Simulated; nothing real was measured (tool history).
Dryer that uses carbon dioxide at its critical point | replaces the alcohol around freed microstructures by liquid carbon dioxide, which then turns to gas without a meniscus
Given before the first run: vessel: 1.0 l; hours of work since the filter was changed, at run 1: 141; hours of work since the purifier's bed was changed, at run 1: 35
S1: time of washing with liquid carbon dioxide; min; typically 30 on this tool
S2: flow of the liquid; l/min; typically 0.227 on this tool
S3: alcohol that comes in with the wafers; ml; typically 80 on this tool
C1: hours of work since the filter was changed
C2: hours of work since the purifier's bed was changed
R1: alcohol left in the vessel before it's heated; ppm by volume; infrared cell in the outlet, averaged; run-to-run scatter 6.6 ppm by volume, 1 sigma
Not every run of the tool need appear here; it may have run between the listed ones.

{"run": 1, "day": 0.0, "S1": 30, "S2": 0.227, "S3": 80, "C1": 141, "C2": 35, "R1": 364}
{"run": 2, "day": 0.962, "S1": 30, "S2": 0.227, "S3": 80, "C1": 149, "C2": 43, "R1": 377}
{"run": 3, "day": 1.438, "S1": 26, "S2": 0.227, "S3": 80, "C1": 153, "C2": 47, "R1": 758}
{"run": 4, "day": 2.271, "S1": 26, "S2": 0.227, "S3": 80, "C1": 159, "C2": 54, "R1": 788}
{"run": 5, "day": 3.325, "S1": 30, "S2": 0.227, "S3": 80, "C1": 168, "C2": 62, "R1": 394}
{"run": 6, "day": 3.796, "S1": 30, "S2": 0.341, "S3": 80, "C1": 172, "C2": 66, "R1": 56}
{"run": 7, "day": 4.304, "S1": 30, "S2": 0.341, "S3": 30, "C1": 176, "C2": 70, "R1": 51}
{"run": 8, "day": 4.892, "S1": 30, "S2": 0.341, "S3": 30, "C1": 180, "C2": 75, "R1": 36}
{"run": 9, "day": 5.442, "S1": 30, "S2": 0.341, "S3": 30, "C1": 185, "C2": 79, "R1": 45}
{"run": 10, "day": 6.038, "S1": 30, "S2": 0.228, "S3": 80, "C1": 190, "C2": 84, "R1": 410}
{"run": 11, "day": 6.712, "S1": 30, "S2": 0.228, "S3": 80, "C1": 195, "C2": 89, "R1": 414}
{"run": 12, "day": 7.279, "S1": 30, "S2": 0.227, "S3": 114, "C1": 200, "C2": 94, "R1": 591}
{"run": 13, "day": 8.004, "S1": 30, "S2": 0.227, "S3": 114, "C1": 205, "C2": 100, "R1": 601}
{"run": 14, "day": 8.942, "S1": 30, "S2": 0.227, "S3": 114, "C1": 213, "C2": 107, "R1": 592}
{"run": 15, "day": 9.858, "S1": 30, "S2": 0.227, "S3": 114, "C1": 220, "C2": 115, "R1": 614}
{"run": 16, "day": 10.917, "S1": 30, "S2": 0.227, "S3": 114, "C1": 229, "C2": 123, "R1": 625}
{"run": 17, "day": 11.579, "S1": 30, "S2": 0.222, "S3": 114, "C1": 234, "C2": 128, "R1": 737}
{"run": 18, "day": 12.45, "S1": 30, "S2": 0.151, "S3": 114, "C1": 241, "C2": 135, "R1": 3841}
{"run": 19, "day": 13.388, "S1": 30, "S2": 0.377, "S3": 80, "C1": 249, "C2": 143, "R1": 73}
{"run": 20, "day": 14.388, "S1": 35, "S2": 0.172, "S3": 24, "C1": 257, "C2": 151, "R1": 304}
{"run": 21, "day": 15.425, "S1": 35, "S2": 0.172, "S3": 24, "C1": 265, "C2": 159, "R1": 304}
{"run": 22, "day": 16.488, "S1": 18, "S2": 0.288, "S3": 24, "C1": 274, "C2": 168, "R1": 500}
{"run": 23, "day": 17.204, "S1": 30, "S2": 0.167, "S3": 29, "C1": 280, "C2": 174, "R1": 739}
{"run": 24, "day": 18.112, "S1": 38, "S2": 0.355, "S3": 80, "C1": 287, "C2": 181, "R1": 64}
{"run": 25, "day": 18.683, "S1": 30, "S2": 0.38, "S3": 80, "C1": 291, "C2": 186, "R1": 75}
{"run": 26, "day": 19.338, "S1": 46, "S2": 0.339, "S3": 31, "C1": 297, "C2": 191, "R1": 75}
{"run": 27, "day": 20.404, "S1": 44, "S2": 0.319, "S3": 25, "C1": 305, "C2": 199, "R1": 71}
{"run": 28, "day": 21.425, "S1": 45, "S2": 0.152, "S3": 115, "C1": 313, "C2": 208, "R1": 774}
{"run": 29, "day": 21.871, "S1": 25, "S2": 0.308, "S3": 57, "C1": 317, "C2": 211, "R1": 224}
{"run": 30, "day": 22.75, "S1": 25, "S2": 0.308, "S3": 57, "C1": 324, "C2": 218, "R1": 233}
{"run": 31, "day": 23.758, "S1": 25, "S2": 0.308, "S3": 57, "C1": 332, "C2": 226, "R1": 243}
{"run": 32, "day": 24.738, "S1": 25, "S2": 0.308, "S3": 57, "C1": 340, "C2": 234, "R1": 255}
{"run": 33, "day": 25.208, "S1": 30, "S2": 0.356, "S3": 49, "C1": 344, "C2": 238, "R1": 109}
{"run": 34, "day": 26.238, "S1": 26, "S2": 0.227, "S3": 22, "C1": 352, "C2": 246, "R1": 369}
{"run": 35, "day": 27.275, "S1": 41, "S2": 0.137, "S3": 27, "C1": 361, "C2": 255, "R1": 548}
{"run": 36, "day": 27.788, "S1": 19, "S2": 0.253, "S3": 27, "C1": 365, "C2": 259, "R1": 847}

5 ways to go on from here, each from the tool as it stands after run 36. What would each give?
{"run": "A", "day": 28.533, "S1": 34, "S2": 0.171, "S3": 65, "C1": 371, "C2": 265, "R1": "?"}
{"run": "B", "day": 28.533, "S1": 33, "S2": 0.253, "S3": 27, "C1": 371, "C2": 265, "R1": "?"}
{"run": "C", "day": 28.533, "S1": 33, "S2": 0.236, "S3": 80, "C1": 371, "C2": 265, "R1": "?"}
{"run": "D", "day": 28.533, "S1": 24, "S2": 0.253, "S3": 29, "C1": 371, "C2": 265, "R1": "?"}
{"run": "E", "day": 28.533, "S1": 19, "S2": 0.155, "S3": 70, "C1": 371, "C2": 265, "R1": "?"}

run=A R1=996
run=B R1=155
run=C R1=339
run=D R1=407
run=E R1=8413
Stripped of hidden state, with their random variation kept, the same runs would have yielded:
run=A R1=572
run=B R1=35
run=C R1=134
run=D R1=194
run=E R1=6589
